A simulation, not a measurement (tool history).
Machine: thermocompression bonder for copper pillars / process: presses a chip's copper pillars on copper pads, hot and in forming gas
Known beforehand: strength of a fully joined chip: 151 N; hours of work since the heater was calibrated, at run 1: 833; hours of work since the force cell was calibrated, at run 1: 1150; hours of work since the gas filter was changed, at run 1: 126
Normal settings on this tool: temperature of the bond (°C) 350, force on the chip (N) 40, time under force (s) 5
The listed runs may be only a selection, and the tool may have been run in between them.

run,hour,temperature of the bond (°C),force on the chip (N),time under force (s),hours of work since the heater was calibrated,hours of work since the force cell was calibrated,hours of work since the gas filter was changed,force that shears a chip off (N)
1,0,350,40,5,833,1150,126,81.2
2,50.9,350,40,5,872,1190,165,81.3
3,94.2,325,40,5,906,1223,199,63.7
4,130.4,325,40,5,934,1251,227,63.7
5,174.3,325,40,5,968,1285,261,64.8
# hour 197.4: forming gas filter changed
6,216.6,325,40,5,1000,1318,15,64.8
7,252.8,350,40,5,1028,1346,43,79.9
8,286.9,350,40,9,1055,1372,69,98.5
9,322.6,350,40,9,1082,1400,97,95.7
10,344.4,350,40,9,1099,1416,114,98.1
# hour 363.5: force cell calibrated
11,387.1,350,40,5,1131,18,146,80.9
12,421.2,350,40,5,1158,45,172,82
13,446.3,350,40,3,1177,64,192,68.5
14,472.8,350,31,4,1198,85,212,58.2
15,515.5,341,31,4,1231,118,245,52.3
# hour 560.8: forming gas filter changed
16,566.5,341,31,4,1270,157,4,54.2
17,617.1,325,52,4,1309,196,44,76.9
18,663.9,366,48,4,1345,232,80,98
19,695.3,366,48,4,1370,257,104,99.5
20,721.1,345,26,4,1389,276,124,46.5
21,760.6,368,34,12,1420,307,155,104.7
22,809.1,326,54,5,1458,345,192,87.6
23,849,368,40,5,1489,376,223,92.6
24,898.6,327,52,5,1527,414,262,85
# hour 921.6: forming gas filter changed
25,922.2,370,31,6,1545,432,0,80.8
26,957.4,350,27,3,1572,459,28,44.4

What if the next run were any one of these 5? Each begins from the tool's condition after run 26:
A,989.6,338,42,7,1597,484,53,?
B,989.6,350,27,4,1597,484,53,?
C,989.6,357,49,14,1597,484,53,?
D,989.6,342,45,3,1597,484,53,?
E,989.6,350,40,11,1597,484,53,?

run,force that shears a chip off (N)
A,85.7
B,51.1
C,128.2
D,72
E,102.5
What these runs would have given with no unlogged condition in the tool:
run,force that shears a chip off (N)
A,86
B,51.3
C,128.5
D,72.2
E,102.8

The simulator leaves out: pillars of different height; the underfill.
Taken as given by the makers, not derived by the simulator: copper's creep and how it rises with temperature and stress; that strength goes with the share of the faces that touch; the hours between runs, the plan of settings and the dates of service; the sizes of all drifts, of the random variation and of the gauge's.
